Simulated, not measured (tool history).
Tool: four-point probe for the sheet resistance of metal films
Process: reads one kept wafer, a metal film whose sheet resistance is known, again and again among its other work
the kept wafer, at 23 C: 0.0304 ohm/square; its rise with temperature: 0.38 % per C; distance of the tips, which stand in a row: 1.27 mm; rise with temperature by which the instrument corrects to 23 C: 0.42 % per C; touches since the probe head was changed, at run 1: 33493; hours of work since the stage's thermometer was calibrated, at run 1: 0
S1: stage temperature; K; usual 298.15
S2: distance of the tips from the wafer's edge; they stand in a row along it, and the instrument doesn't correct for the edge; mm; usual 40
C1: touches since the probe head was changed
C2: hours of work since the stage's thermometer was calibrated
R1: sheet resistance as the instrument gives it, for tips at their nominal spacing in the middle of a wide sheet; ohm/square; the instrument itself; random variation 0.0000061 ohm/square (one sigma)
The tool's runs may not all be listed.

run 1 day=0 | S1=298.15 S2=40 | C1=33493 C2=0 | R1=0.030545
run 2 day=2.825 | S1=298.15 S2=40 | C1=34799 C2=35 | R1=0.030566
run 3 day=5.142 | S1=298.15 S2=40 | C1=35871 C2=63 | R1=0.030558
run 4 day=6.75 | S1=298.15 S2=40 | C1=36616 C2=83 | R1=0.030562
run 5 day=8.479 | S1=296.15 S2=40 | C1=37416 C2=104 | R1=0.030583
run 6 day=10.633 | S1=296.15 S2=40 | C1=38413 C2=130 | R1=0.030579
run 7 day=13.675 | S1=296.15 S2=40 | C1=39819 C2=167 | R1=0.030579
run 8 day=16.942 | S1=296.15 S2=40 | C1=41330 C2=207 | R1=0.030588
run 9 day=18.721 | S1=296.15 S2=40 | C1=42153 C2=229 | R1=0.030579
run 10 day=20.517 | S1=296.15 S2=40 | C1=42984 C2=251 | R1=0.030576
run 11 day=23.842 | S1=298.15 S2=4 | C1=44522 C2=292 | R1=0.032117
run 12 day=27.017 | S1=298.15 S2=40 | C1=45991 C2=331 | R1=0.030578
run 13 day=28.733 | S1=298.15 S2=40 | C1=46785 C2=352 | R1=0.030563
run 14 day=30.533 | S1=298.15 S2=40 | C1=47619 C2=374 | R1=0.030564
run 15 day=32.521 | S1=298.15 S2=40 | C1=48537 C2=398 | R1=0.030553
run 16 day=34.317 | S1=298.15 S2=13 | C1=49369 C2=420 | R1=0.030702
run 17 day=37.483 | S1=298.15 S2=65 | C1=50834 C2=459 | R1=0.030568
run 18 day=38.967 | S1=298.15 S2=65 | C1=51519 C2=477 | R1=0.030543
run 19 day=42.133 | S1=298.15 S2=40 | C1=52985 C2=516 | R1=0.030566
run 20 day=44.229 | S1=298.15 S2=40 | C1=53955 C2=541 | R1=0.030565
run 21 day=45.767 | S1=294.15 S2=40 | C1=54666 C2=560 | R1=0.030604
run 22 day=48.167 | S1=298.15 S2=40 | C1=55776 C2=590 | R1=0.03057
run 23 day=51.375 | S1=303.15 S2=40 | C1=57260 C2=629 | R1=0.030516
run 24 day=53.704 | S1=303.15 S2=40 | C1=58338 C2=657 | R1=0.030521
run 25 day=55.925 | S1=303.15 S2=20 | C1=59365 C2=685 | R1=0.030557
run 26 day=57.658 | S1=298.15 S2=9 | C1=60167 C2=706 | R1=0.03088
run 27 day=60.196 | S1=299.15 S2=9 | C1=61342 C2=737 | R1=0.030869
run 28 day=62.775 | S1=295.15 S2=9 | C1=62535 C2=769 | R1=0.030912
run 29 day=64.471 | S1=293.15 S2=30 | C1=63320 C2=789 | R1=0.030625
run 30 day=67.225 | S1=306.15 S2=20 | C1=64593 C2=823 | R1=0.03055
run 31 day=69.854 | S1=298.15 S2=46 | C1=65809 C2=855 | R1=0.030567
run 32 day=72.367 | S1=305.15 S2=3 | C1=66972 C2=886 | R1=0.033138
run 33 day=74.812 | S1=298.15 S2=41 | C1=68103 C2=916 | R1=0.030578
run 34 day=78.2 | S1=307.15 S2=13 | C1=69671 C2=957 | R1=0.03062
run 35 day=80.617 | S1=303.15 S2=4 | C1=70789 C2=987 | R1=0.032067
run 36 day=83.283 | S1=303.15 S2=4 | C1=72021 C2=1020 | R1=0.032063
run 37 day=85.475 | S1=296.15 S2=40 | C1=73037 C2=1046 | R1=0.030589
run 38 day=87.788 | S1=296.15 S2=40 | C1=74105 C2=1075 | R1=0.030588
run 39 day=89.704 | S1=296.15 S2=40 | C1=74993 C2=1098 | R1=0.030604
run 40 day=91.462 | S1=296.15 S2=40 | C1=75807 C2=1120 | R1=0.0306
run 41 day=94.121 | S1=295.15 S2=30 | C1=77037 C2=1152 | R1=0.03062
run 42 day=96.492 | S1=295.15 S2=30 | C1=78134 C2=1181 | R1=0.030614
run 43 day=97.908 | S1=292.15 S2=21 | C1=78789 C2=1199 | R1=0.030688
run 44 day=100.846 | S1=302.15 S2=30 | C1=80147 C2=1235 | R1=0.030552
run 45 day=103.058 | S1=302.15 S2=30 | C1=81171 C2=1262 | R1=0.030549

Measured less the same run without the tool's hidden state. The same run-to-run variation is in both; the gauge's scatter may not be:
The hidden state here: inner tips' distance over the nominal, %; tips' flats over new ones', %; wafer's true temperature over the reading, C; drift of the gauge itself on sheet_ohm, %.
run=1 R1=+0.000159
run=2 R1=+0.00016
run=3 R1=+0.000161
run=4 R1=+0.000161
run=5 R1=+0.000162
run=6 R1=+0.000163
run=7 R1=+0.000163
run=8 R1=+0.000164
run=9 R1=+0.000165
run=10 R1=+0.000166
run=11 R1=+0.000174
run=12 R1=+0.000168
run=13 R1=+0.000168
run=14 R1=+0.000168
run=15 R1=+0.000168
run=16 R1=+0.00017
run=17 R1=+0.000171
run=18 R1=+0.00017
run=19 R1=+0.000172
run=20 R1=+0.000172
run=21 R1=+0.000171
run=22 R1=+0.000172
run=23 R1=+0.000174
run=24 R1=+0.000174
run=25 R1=+0.000175
run=26 R1=+0.000177
run=27 R1=+0.000178
run=28 R1=+0.000177
run=29 R1=+0.000176
run=30 R1=+0.000178
run=31 R1=+0.000177
run=32 R1=+0.000193
run=33 R1=+0.000179
run=34 R1=+0.000182
run=35 R1=+0.000189
run=36 R1=+0.00019
run=37 R1=+0.000182
run=38 R1=+0.000182
run=39 R1=+0.000183
run=40 R1=+0.000183
run=41 R1=+0.000183
run=42 R1=+0.000184
run=43 R1=+0.000184
run=44 R1=+0.000186
run=45 R1=+0.000187

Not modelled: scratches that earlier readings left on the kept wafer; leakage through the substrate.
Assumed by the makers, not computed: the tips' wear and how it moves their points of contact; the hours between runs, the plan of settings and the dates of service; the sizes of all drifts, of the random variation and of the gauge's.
